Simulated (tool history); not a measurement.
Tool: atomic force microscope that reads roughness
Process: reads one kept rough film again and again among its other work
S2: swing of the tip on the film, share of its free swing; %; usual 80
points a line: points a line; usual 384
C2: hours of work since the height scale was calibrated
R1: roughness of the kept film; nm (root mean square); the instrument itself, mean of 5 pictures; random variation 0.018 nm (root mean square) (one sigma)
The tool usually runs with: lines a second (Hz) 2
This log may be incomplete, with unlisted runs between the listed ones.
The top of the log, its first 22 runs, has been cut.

Run 23, hour 170.6: usual settings; pictures with this tip 105; C2 364. Result: R1 4.337 nm (root mean square).
Run 24, hour 181.6: usual settings; pictures with this tip 127; C2 371. Result: R1 4.288 nm (root mean square).
Run 25, hour 192.2: usual settings but S2 67 %, points a line 791; pictures with this tip 148; C2 379. Result: R1 4.629 nm (root mean square).
Run 26, hour 197.9: usual settings but S2 67 %, points a line 791; pictures with this tip 159; C2 383. Result: R1 4.605 nm (root mean square).
Run 27, hour 208.3: usual settings but S2 67 %, points a line 791; pictures with this tip 179; C2 391. Result: R1 4.586 nm (root mean square).
Run 28, hour 216.2: usual settings but lines a second (Hz) 1.91, S2 70 %, points a line 788; pictures with this tip 195; C2 396. Result: R1 4.517 nm (root mean square).
Run 29, hour 221.2: usual settings but lines a second (Hz) 1.18, S2 67 %, points a line 788; pictures with this tip 205; C2 400. Result: R1 4.714 nm (root mean square).
Run 30, hour 231.6: usual settings but lines a second (Hz) 1.18, S2 58 %, points a line 420; pictures with this tip 226; C2 407. Result: R1 4.778 nm (root mean square).
Run 31, hour 236.6: usual settings but lines a second (Hz) 1.18, S2 58 %, points a line 420; pictures with this tip 235; C2 411. Result: R1 4.758 nm (root mean square).
Run 32, hour 242.5: usual settings but lines a second (Hz) 1.18, S2 62 %, points a line 484; pictures with this tip 247; C2 415. Result: R1 4.73 nm (root mean square).
Run 33, hour 252.2: usual settings but lines a second (Hz) 0.71, S2 83 %, points a line 381; pictures with this tip 266; C2 422. Result: R1 4.556 nm (root mean square).
Run 34, hour 263: usual settings but lines a second (Hz) 0.85, S2 83 %, points a line 850; pictures with this tip 288; C2 430. Result: R1 4.505 nm (root mean square).
Run 35, hour 273.6: usual settings but S2 73 %; pictures with this tip 308; C2 437. Result: R1 4.34 nm (root mean square).
Run 36, hour 280.7: usual settings but lines a second (Hz) 3.18, S2 71 %, points a line 1019; pictures with this tip 323; C2 442. Result: R1 4.147 nm (root mean square).
At hour 283.7: new tip fitted.
Run 37, hour 289.1: usual settings but lines a second (Hz) 0.87, S2 70 %; pictures with this tip 11; C2 448. Result: R1 4.947 nm (root mean square).
Run 38, hour 293.8: usual settings but S2 82 %, points a line 700; pictures with this tip 20; C2 451. Result: R1 4.366 nm (root mean square).
Run 39, hour 299.7: usual settings but lines a second (Hz) 0.56, S2 76 %; pictures with this tip 32; C2 455. Result: R1 4.935 nm (root mean square).
Run 40, hour 304.8: usual settings but lines a second (Hz) 0.56, S2 76 %, points a line 654; pictures with this tip 42; C2 459. Result: R1 4.911 nm (root mean square).
Run 41, hour 315.7: usual settings but lines a second (Hz) 0.53, S2 81 %, points a line 839; pictures with this tip 64; C2 467. Result: R1 4.871 nm (root mean square).
Run 42, hour 325.2: usual settings but lines a second (Hz) 0.65, S2 71 %, points a line 284; pictures with this tip 82; C2 473. Result: R1 4.891 nm (root mean square).
Run 43, hour 332.7: usual settings but lines a second (Hz) 1.09, S2 71 %, points a line 284; pictures with this tip 97; C2 479. Result: R1 4.806 nm (root mean square).
Run 44, hour 339.4: usual settings but lines a second (Hz) 1.09, S2 71 %, points a line 284; pictures with this tip 110; C2 484. Result: R1 4.79 nm (root mean square).
Run 45, hour 350.6: usual settings but lines a second (Hz) 1.54, S2 56 %, points a line 879; pictures with this tip 132; C2 492. Result: R1 4.873 nm (root mean square).
Run 46, hour 357.9: usual settings but lines a second (Hz) 1.54, S2 56 %, points a line 879; pictures with this tip 147; C2 497. Result: R1 4.829 nm (root mean square).
Run 47, hour 363.9: usual settings but lines a second (Hz) 3.64; pictures with this tip 159; C2 501. Result: R1 3.857 nm (root mean square).

5 ways to go on from here, each from the tool as it stands after run 47. What would each give?
Run A, hour 374.2: usual settings but S2 74 %; pictures with this tip 179; C2 508. Result: R1 ?.
Run B, hour 374.2: usual settings but lines a second (Hz) 0.51, S2 73 %, points a line 880; pictures with this tip 179; C2 508. Result: R1 ?.
Run C, hour 374.2: usual settings but lines a second (Hz) 1.6, S2 89 %, points a line 358; pictures with this tip 179; C2 508. Result: R1 ?.
Run D, hour 374.2: usual settings but S2 78 %, points a line 643; pictures with this tip 179; C2 508. Result: R1 ?.
Run E, hour 374.2: usual settings but lines a second (Hz) 0.95, S2 79 %, points a line 914; pictures with this tip 179; C2 508. Result: R1 ?.

run     R1
  A  4.466
  B  4.813
  C  4.131
  D  4.304
  E  4.642
Stripped of hidden state, with their random variation kept, the same runs would have yielded:
run     R1
  A  4.622
  B  4.982
  C  4.275
  D  4.454
  E  4.804
